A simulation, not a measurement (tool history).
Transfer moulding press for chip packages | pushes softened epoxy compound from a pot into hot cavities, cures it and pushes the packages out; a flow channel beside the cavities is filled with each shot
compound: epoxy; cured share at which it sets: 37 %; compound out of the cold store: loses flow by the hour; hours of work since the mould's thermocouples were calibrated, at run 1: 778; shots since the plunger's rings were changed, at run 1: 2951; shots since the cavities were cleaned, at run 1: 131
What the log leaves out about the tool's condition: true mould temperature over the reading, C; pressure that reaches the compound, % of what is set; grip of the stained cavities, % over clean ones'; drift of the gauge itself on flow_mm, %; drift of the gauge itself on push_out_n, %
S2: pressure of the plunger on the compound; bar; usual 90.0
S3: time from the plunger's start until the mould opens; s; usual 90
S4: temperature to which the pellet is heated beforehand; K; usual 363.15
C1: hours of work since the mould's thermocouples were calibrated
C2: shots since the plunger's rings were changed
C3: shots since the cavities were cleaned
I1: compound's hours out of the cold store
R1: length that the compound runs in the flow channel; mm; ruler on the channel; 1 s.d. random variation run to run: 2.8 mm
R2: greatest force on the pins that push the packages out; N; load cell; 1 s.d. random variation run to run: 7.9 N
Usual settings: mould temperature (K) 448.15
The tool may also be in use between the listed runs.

run 1 hour=0.0 | mould_temperature_(K)=448.15 S2=90.0 S3=90 S4=363.15 | C1=778 C2=2951 C3=131 | I1=35.3 | R1=575 R2=393
-- hour=17.9 cavities cleaned with cleaning compound and waxed
-- hour=43.8 cavities cleaned with cleaning compound and waxed
run 2 hour=57.4 | mould_temperature_(K)=448.15 S2=90.0 S3=90 S4=363.15 | C1=821 C2=3869 C3=229 | I1=23.9 | R1=606 R2=426
-- hour=69.9 cavities cleaned with cleaning compound and waxed
-- hour=97.9 cavities cleaned with cleaning compound and waxed
-- hour=128.8 cavities cleaned with cleaning compound and waxed
-- hour=142.7 mould's thermocouples calibrated
-- hour=158.7 cavities cleaned with cleaning compound and waxed
run 3 hour=158.7 | mould_temperature_(K)=448.15 S2=90.0 S3=90 S4=363.15 | C1=11 C2=5443 C3=0 | I1=21.9 | R1=613 R2=357
-- hour=185.0 plunger's sealing rings changed
-- hour=186.5 cavities cleaned with cleaning compound and waxed
-- hour=216.0 cavities cleaned with cleaning compound and waxed
-- hour=246.7 cavities cleaned with cleaning compound and waxed
run 4 hour=246.7 | mould_temperature_(K)=448.15 S2=90.0 S3=90 S4=359.15 | C1=76 C2=964 C3=0 | I1=13.6 | R1=658 R2=385
-- hour=275.1 cavities cleaned with cleaning compound and waxed
-- hour=300.5 cavities cleaned with cleaning compound and waxed
-- hour=329.6 cavities cleaned with cleaning compound and waxed
run 5 hour=346.2 | mould_temperature_(K)=448.15 S2=90.0 S3=90 S4=359.15 | C1=151 C2=2568 C3=281 | I1=11.4 | R1=653 R2=531
-- hour=359.7 cavities cleaned with cleaning compound and waxed
-- hour=389.0 cavities cleaned with cleaning compound and waxed
run 6 hour=393.7 | mould_temperature_(K)=448.15 S2=90.0 S3=90 S4=359.15 | C1=186 C2=3319 C3=80 | I1=20.6 | R1=619 R2=416
-- hour=418.0 cavities cleaned with cleaning compound and waxed
-- hour=445.2 cavities cleaned with cleaning compound and waxed
run 7 hour=468.8 | mould_temperature_(K)=448.15 S2=90.0 S3=90 S4=363.15 | C1=244 C2=4535 C3=397 | I1=34.4 | R1=580 R2=488
-- hour=476.1 cavities cleaned with cleaning compound and waxed
-- hour=503.9 cavities cleaned with cleaning compound and waxed
-- hour=533.9 cavities cleaned with cleaning compound and waxed
-- hour=551.8 plunger's sealing rings changed
-- hour=564.1 cavities cleaned with cleaning compound and waxed
run 8 hour=570.6 | mould_temperature_(K)=448.15 S2=90.0 S3=90 S4=367.15 | C1=318 C2=290 C3=110 | I1=36.2 | R1=588 R2=402
-- hour=590.4 cavities cleaned with cleaning compound and waxed
-- hour=620.4 cavities cleaned with cleaning compound and waxed
run 9 hour=636.1 | mould_temperature_(K)=448.15 S2=90.0 S3=90 S4=367.15 | C1=367 C2=1345 C3=264 | I1=43.3 | R1=561 R2=463
-- hour=649.4 cavities cleaned with cleaning compound and waxed
-- hour=678.3 cavities cleaned with cleaning compound and waxed
-- hour=707.0 cavities cleaned with cleaning compound and waxed
run 10 hour=722.1 | mould_temperature_(K)=448.15 S2=90.0 S3=90 S4=367.15 | C1=432 C2=2720 C3=254 | I1=23.1 | R1=617 R2=465
-- hour=733.8 cavities cleaned with cleaning compound and waxed
-- hour=761.8 cavities cleaned with cleaning compound and waxed
run 11 hour=776.1 | mould_temperature_(K)=448.15 S2=90.0 S3=90 S4=363.15 | C1=472 C2=3581 C3=241 | I1=16.8 | R1=635 R2=479
-- hour=789.4 cavities cleaned with cleaning compound and waxed
-- hour=818.7 cavities cleaned with cleaning compound and waxed
run 12 hour=819.8 | mould_temperature_(K)=453.15 S2=108.9 S3=120 S4=372.15 | C1=504 C2=4268 C3=19 | I1=45.0 | R1=583 R2=243
-- hour=849.8 cavities cleaned with cleaning compound and waxed
run 13 hour=866.4 | mould_temperature_(K)=448.15 S2=106.3 S3=90 S4=363.15 | C1=540 C2=5029 C3=279 | I1=37.5 | R1=615 R2=445
-- hour=880.9 cavities cleaned with cleaning compound and waxed
-- hour=907.1 cavities cleaned with cleaning compound and waxed
-- hour=920.4 plunger's sealing rings changed
-- hour=936.9 cavities cleaned with cleaning compound and waxed
run 14 hour=950.8 | mould_temperature_(K)=455.15 S2=106.3 S3=102 S4=363.15 | C1=602 C2=487 C3=235 | I1=47.4 | R1=584 R2=323
-- hour=962.6 cavities cleaned with cleaning compound and waxed
-- hour=992.9 cavities cleaned with cleaning compound and waxed
-- hour=1022.5 cavities cleaned with cleaning compound and waxed
run 15 hour=1039.1 | mould_temperature_(K)=456.15 S2=90.0 S3=90 S4=370.15 | C1=668 C2=1900 C3=280 | I1=36.8 | R1=550 R2=339
-- hour=1052.5 cavities cleaned with cleaning compound and waxed
-- hour=1082.1 cavities cleaned with cleaning compound and waxed
-- hour=1109.6 cavities cleaned with cleaning compound and waxed
run 16 hour=1113.8 | mould_temperature_(K)=456.15 S2=90.0 S3=90 S4=370.15 | C1=724 C2=3086 C3=71 | I1=10.7 | R1=631 R2=281
-- hour=1138.5 cavities cleaned with cleaning compound and waxed
-- hour=1164.5 cavities cleaned with cleaning compound and waxed
run 17 hour=1164.5 | mould_temperature_(K)=451.15 S2=78.2 S3=90 S4=370.15 | C1=762 C2=3890 C3=0 | I1=43.2 | R1=508 R2=280
-- hour=1195.2 cavities cleaned with cleaning compound and waxed
run 18 hour=1209.6 | mould_temperature_(K)=451.15 S2=87.5 S3=118 S4=370.15 | C1=796 C2=4627 C3=244 | I1=45.2 | R1=525 R2=313
-- hour=1223.1 cavities cleaned with cleaning compound and waxed
-- hour=1254.0 cavities cleaned with cleaning compound and waxed
-- hour=1283.9 plunger's sealing rings changed
-- hour=1285.4 cavities cleaned with cleaning compound and waxed
run 19 hour=1291.5 | mould_temperature_(K)=448.15 S2=70.9 S3=90 S4=363.15 | C1=856 C2=104 C3=104 | I1=14.8 | R1=577 R2=398
-- hour=1310.9 cavities cleaned with cleaning compound and waxed
-- hour=1330.7 mould's thermocouples calibrated
-- hour=1341.2 cavities cleaned with cleaning compound and waxed
run 20 hour=1341.2 | mould_temperature_(K)=456.15 S2=90.0 S3=77 S4=362.15 | C1=7 C2=857 C3=0 | I1=34.9 | R1=568 R2=311
-- hour=1370.6 cavities cleaned with cleaning compound and waxed
-- hour=1397.5 cavities cleaned with cleaning compound and waxed
-- hour=1425.8 cavities cleaned with cleaning compound and waxed
run 21 hour=1425.8 | mould_temperature_(K)=456.15 S2=90.0 S3=77 S4=362.15 | C1=71 C2=2210 C3=0 | I1=45.2 | R1=537 R2=288
-- hour=1456.8 cavities cleaned with cleaning compound and waxed
-- hour=1484.8 cavities cleaned with cleaning compound and waxed
run 22 hour=1494.9 | mould_temperature_(K)=456.15 S2=90.0 S3=77 S4=362.15 | C1=123 C2=3326 C3=171 | I1=28.8 | R1=578 R2=375

Selected run-to-run steps in R1, each split into two signed amounts: the part the tool would show with no hidden state at all (from settings, incoming material and random variation), and the remainder, which goes to the hidden state together with any gauge scatter not common to the measured and the hidden-state-free results:
Run 3 -> 4: S4 363.15 -> 359.15, plunger's sealing rings changed, cavities cleaned with cleaning compound and waxed, cavities cleaned with cleaning compound and waxed, cavities cleaned with cleaning compound and waxed. R1 +45 mm: hidden state +19, all else +26.
Run 15 -> 16: cavities cleaned with cleaning compound and waxed, cavities cleaned with cleaning compound and waxed, cavities cleaned with cleaning compound and waxed. R1 +81 mm: hidden state -7, all else +88.
Run 16 -> 17: mould temperature (K) 456.15 -> 451.15, S2 90.0 -> 78.2, cavities cleaned with cleaning compound and waxed, cavities cleaned with cleaning compound and waxed. R1 -123 mm: hidden state +1, all else -124.
Run 18 -> 19: mould temperature (K) 451.15 -> 448.15, S2 87.5 -> 70.9, S3 118 -> 90, S4 370.15 -> 363.15, cavities cleaned with cleaning compound and waxed, cavities cleaned with cleaning compound and waxed, plunger's sealing rings changed, cavities cleaned with cleaning compound and waxed. R1 +52 mm: hidden state +18, all else +34.

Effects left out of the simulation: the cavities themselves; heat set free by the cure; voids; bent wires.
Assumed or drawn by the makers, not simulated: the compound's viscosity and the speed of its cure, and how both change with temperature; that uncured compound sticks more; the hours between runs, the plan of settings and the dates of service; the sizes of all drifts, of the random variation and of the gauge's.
